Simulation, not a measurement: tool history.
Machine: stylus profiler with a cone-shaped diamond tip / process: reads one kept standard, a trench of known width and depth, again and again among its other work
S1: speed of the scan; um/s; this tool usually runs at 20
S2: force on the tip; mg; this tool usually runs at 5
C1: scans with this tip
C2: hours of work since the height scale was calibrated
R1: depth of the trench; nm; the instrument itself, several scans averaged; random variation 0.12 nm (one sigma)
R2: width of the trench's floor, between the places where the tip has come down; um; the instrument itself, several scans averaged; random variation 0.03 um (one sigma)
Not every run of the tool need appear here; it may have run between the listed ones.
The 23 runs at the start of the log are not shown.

| run | hour | S1 | S2 | C1 | C2 | R1 | R2 |
|---|---|---|---|---|---|---|---|
| 24 | 547.7 | 25 | 3.26 | 4537 | 367 | 509.25 | 96.76 |
| 25 | 561.4 | 25 | 3.26 | 4665 | 378 | 509.44 | 96.81 |
| 26 | 589.7 | 10 | 2.83 | 4928 | 399 | 508.46 | 96.85 |
| 27 | 622.3 | 10 | 3.71 | 5231 | 423 | 510.05 | 96.88 |
| 28 | 638.1 | 23 | 5.91 | 5378 | 435 | 513.43 | 96.75 |
| 29 | 666.8 | 23 | 5.91 | 5644 | 457 | 513.56 | 96.76 |
| 30 | 691.5 | 24 | 2.43 | 5873 | 476 | 508.12 | 96.68 |
| 31 | 720.6 | 37 | 6.11 | 6143 | 497 | 513.63 | 96.67 |
| 32 | 751.9 | 37 | 6.11 | 6434 | 521 | 513.91 | 96.6 |
| 33 | 777 | 37 | 1.75 | 6667 | 540 | 506.47 | 96.49 |
| 34 | 791.2 | 6 | 3.63 | 6799 | 550 | 509.96 | 96.71 |
| 35 | 812.3 | 8 | 2.06 | 6995 | 566 | 507.06 | 96.73 |

Here are 4 independent what-if runs from the current tool condition. What would each one return?
| A | 831.8 | 8 | 5 | 7176 | 581 | ? | ? |
| B | 831.8 | 7 | 5 | 7176 | 581 | ? | ? |
| C | 831.8 | 30 | 3.39 | 7176 | 581 | ? | ? |
| D | 831.8 | 8 | 1.69 | 7176 | 581 | ? | ? |

| run | R1 | R2 |
|---|---|---|
| A | 512.33 | 96.69 |
| B | 512.43 | 96.73 |
| C | 509.65 | 96.58 |
| D | 506.23 | 96.73 |
Without the tool's unlogged condition, the same runs would have read:
| run | R1 | R2 |
|---|---|---|
| A | 511.48 | 97.34 |
| B | 511.58 | 97.37 |
| C | 508.8 | 97.22 |
| D | 505.4 | 97.38 |
